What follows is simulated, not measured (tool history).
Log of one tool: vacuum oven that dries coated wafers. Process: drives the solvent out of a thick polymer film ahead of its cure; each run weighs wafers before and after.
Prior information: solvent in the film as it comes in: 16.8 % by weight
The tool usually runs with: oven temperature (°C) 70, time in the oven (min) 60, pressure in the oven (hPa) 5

run	day	oven temperature (°C)	time in the oven (min)	pressure in the oven (hPa)	solvent left in the film (%)
1	0	70	60	5	2.75
2	0.771	70	60	5	2.76
3	1.379	70	60	5	2.78
4	2.038	70	60	5	2.74
5	2.796	70	60	5	2.85
6	3.533	70	60	5	2.82
7	4.421	70	60	5	2.85
8	4.879	70	60	5	2.8
9	5.867	70	60	5	2.84
10	6.392	70	60	5.03	2.88
11	7.021	64	60	5	4.34
12	7.596	64	60	5	4.28
13	8.238	64	60	5	4.34
14	8.85	70	60	6.18	2.95
15	9.642	79	60	3.31	1.19
16	10.621	79	60	10.91	1.56
17	11.279	79	102	10.91	0.68
18	11.917	68	67	14.85	3.46
19	12.738	65	51	3.01	4.8
20	13.729	65	51	3.01	4.78
21	14.508	65	51	3.01	4.85
22	15.304	78	42	11.74	2.95
23	16.229	78	42	11.74	3.01

What does the tool deliver on the next run?
24	16.65	68	41	5	?

solvent left in the film (%): 5.19
Minus the tool's unlogged condition, the same run would have read solvent left in the film (%) 4.65.
